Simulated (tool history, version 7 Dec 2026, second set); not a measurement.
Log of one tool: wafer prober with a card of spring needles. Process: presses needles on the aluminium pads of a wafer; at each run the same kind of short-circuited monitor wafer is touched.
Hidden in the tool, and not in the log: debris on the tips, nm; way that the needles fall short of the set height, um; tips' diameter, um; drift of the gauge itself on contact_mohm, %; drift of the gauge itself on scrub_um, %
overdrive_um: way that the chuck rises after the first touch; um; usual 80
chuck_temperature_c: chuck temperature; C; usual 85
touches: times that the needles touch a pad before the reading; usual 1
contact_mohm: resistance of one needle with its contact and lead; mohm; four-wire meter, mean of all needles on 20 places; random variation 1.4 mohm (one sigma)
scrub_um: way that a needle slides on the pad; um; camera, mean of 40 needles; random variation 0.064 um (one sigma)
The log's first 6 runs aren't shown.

run   hour  overdrive_um  chuck_temperature_c  touches  touches since the tips were cleaned  cleanings since the card got new needles  touches since the first contact's height was set  contact_mohm  scrub_um
      46.3  -- tips cleaned on abrasive film
  7   49.7            80                   57        1                                 1507                                        72                                            184593           142     10.73
      51.7  -- tips cleaned on abrasive film
      57.2  -- tips cleaned on abrasive film
  8   58.3            80                   57        1                                  522                                        74                                            188310           137     10.82
      62.4  -- tips cleaned on abrasive film
  9   63.1            80                   85        1                                  330                                        75                                            190368           138     10.81
      67.8  -- tips cleaned on abrasive film
      73.3  -- tips cleaned on abrasive film
 10   73.3            80                   85        1                                    0                                        77                                            194776           134     10.84
      76.3  -- height of the first contact set anew
      79.1  -- tips cleaned on abrasive film
 11   80.8            80                   85        1                                  755                                        78                                              1945           142     11.56
      84.4  -- tips cleaned on abrasive film
 12   87.4            80                   85        1                                 1322                                        79                                              4841           143     11.45
      90.0  -- tips cleaned on abrasive film
 13   93.6            80                   85        1                                 1614                                        80                                              7552           147     11.49
      95.4  -- tips cleaned on abrasive film
     101.0  -- tips cleaned on abrasive film
 14  101.0            99                   85        1                                    0                                        82                                             10714           126     14.15
     106.5  -- tips cleaned on abrasive film
 15  106.8            99                   85        1                                  134                                        83                                             13233           130     14.15
     112.1  -- tips cleaned on abrasive film
 16  115.1            77                   85        1                                 1302                                        84                                             16834           145     11.02
     117.8  -- tips cleaned on abrasive film
 17  121.8            99                   42        2                                 1751                                        85                                             19769           129     14.20
     123.7  -- tips cleaned on abrasive film
 18  128.0            99                   42        2                                 1915                                        86                                             22487           131     14.26
     129.4  -- tips cleaned on abrasive film
 19  132.8            99                   42        2                                 1529                                        87                                             24559           127     14.13
     134.9  -- tips cleaned on abrasive film
     140.3  -- tips cleaned on abrasive film
 20  142.2            99                   71        1                                  850                                        89                                             28609           133     14.07
     145.7  -- tips cleaned on abrasive film
 21  149.5            99                   71        1                                 1696                                        90                                             31793           139     14.10
     151.3  -- tips cleaned on abrasive film
     156.4  -- tips cleaned on abrasive film
 22  159.2            64                   56        2                                 1197                                        92                                             35970           140      9.11
     161.7  -- tips cleaned on abrasive film
 23  164.9            98                   61        1                                 1413                                        93                                             38475           135     13.91
     167.3  -- tips cleaned on abrasive film
     172.4  -- tips cleaned on abrasive film
 24  172.5            74                   26        2                                   41                                        95                                             41731           125     10.46
     177.6  -- tips cleaned on abrasive film
 25  180.7            63                   31        2                                 1363                                        96                                             45296           141      8.96
     183.0  -- tips cleaned on abrasive film
     188.3  -- tips cleaned on abrasive film
 26  188.7            80                   85        3                                  189                                        98                                             48756           131     11.32
     193.5  -- tips cleaned on abrasive film
 27  193.5            68                   40        1                                    0                                        99                                             50835           130      9.45
     198.6  -- tips cleaned on abrasive film
 28  203.2            68                   40        1                                 2009                                       100                                             55063           154      9.53
     203.9  -- tips cleaned on abrasive film
     209.7  -- tips cleaned on abrasive film
 29  212.8            95                   85        3                                 1405                                       102                                             59248           133     13.34
     215.1  -- tips cleaned on abrasive film
     220.3  -- tips cleaned on abrasive film
 30  221.6            78                   42        1                                  560                                       104                                             63040           136     10.81
     225.6  -- tips cleaned on abrasive film
 31  230.0            77                   85        1                                 1933                                       105                                             66680           150     10.75

3 ways to go on from here, each from the tool as it stands after run 31. What would each give?
     231.2  -- tips cleaned on abrasive film
  A  235.8            78                   98        3                                 1998                                       106                                             69200             ?         ?
     231.2  -- tips cleaned on abrasive film
  B  235.8            77                   85        2                                 1998                                       106                                             69200             ?         ?
     231.2  -- tips cleaned on abrasive film
  C  235.8            77                   85        2                                 1998                                       106                                             69200             ?         ?

run  contact_mohm  scrub_um
  A           141     10.94
  B           142     10.76
  C           143     10.72
Without the tool's hidden state the same runs would have given:
run  contact_mohm  scrub_um
  A           131     11.26
  B           128     11.08
  C           128     11.04
